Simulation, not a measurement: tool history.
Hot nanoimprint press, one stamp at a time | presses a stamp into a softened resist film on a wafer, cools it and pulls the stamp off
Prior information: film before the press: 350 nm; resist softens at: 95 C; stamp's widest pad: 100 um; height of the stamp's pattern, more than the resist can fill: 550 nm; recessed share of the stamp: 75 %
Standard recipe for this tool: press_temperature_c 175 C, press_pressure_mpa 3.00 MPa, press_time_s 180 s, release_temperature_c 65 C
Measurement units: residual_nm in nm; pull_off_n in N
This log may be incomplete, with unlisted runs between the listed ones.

run,day,press_temperature_c,press_pressure_mpa,press_time_s,release_temperature_c,residual_nm,pull_off_n
1,0.000,175,3.00,180,65,155.5,211
2,0.704,175,3.00,180,65,154.9,210
3,1.175,175,3.00,180,65,155.6,215
4,2.262,175,3.00,180,65,155.0,209
5,3.375,175,2.21,180,65,174.9,210
6,4.408,175,3.00,180,65,156.7,209
7,4.917,175,3.00,180,65,157.0,208
8,5.638,175,3.00,120,65,181.9,202
9,6.238,175,3.00,180,65,156.4,208
10,6.812,175,3.00,180,65,155.6,202
11,7.396,175,3.00,180,65,155.7,217
12,8.150,175,3.00,219,65,144.1,209
13,8.883,175,3.00,180,65,156.8,208
14,9.738,175,3.00,180,65,154.6,209
15,10.458,175,3.00,180,65,156.9,215
16,11.362,175,3.00,180,65,157.5,213
17,11.933,175,3.00,180,65,155.4,215
18,12.650,175,3.00,180,65,157.5,223
# day 13.179: plate thermocouple calibrated
19,13.554,175,2.21,352,60,134.3,230
20,14.150,171,4.07,180,65,153.7,210
21,15.225,171,4.07,220,59,144.1,249
22,16.317,171,4.07,220,59,141.1,244
23,17.304,175,2.96,309,64,125.0,215
24,18.221,170,4.77,214,65,139.0,215
25,19.329,175,4.08,180,65,138.1,215
26,20.158,182,3.00,180,59,128.0,246
27,20.862,182,4.20,133,59,125.7,246
28,21.396,175,2.97,180,65,157.1,205
29,22.288,175,2.97,180,65,157.5,215

5 options for the next run, each taken on its own from the tool as it stands now. Forecast them:
A,23.146,175,3.75,180,65,?,?
B,23.146,186,2.97,193,65,?,?
C,23.146,179,1.85,194,65,?,?
D,23.146,175,3.00,180,64,?,?
E,23.146,171,3.00,297,63,?,?

run,residual_nm,pull_off_n
A,142.9,219
B,112.9,204
C,162.9,223
D,155.4,210
E,143.1,224
What these runs would have given with no unlogged condition in the tool:
run,residual_nm,pull_off_n
A,142.7,216
B,112.8,202
C,162.8,220
D,155.3,207
E,142.9,221
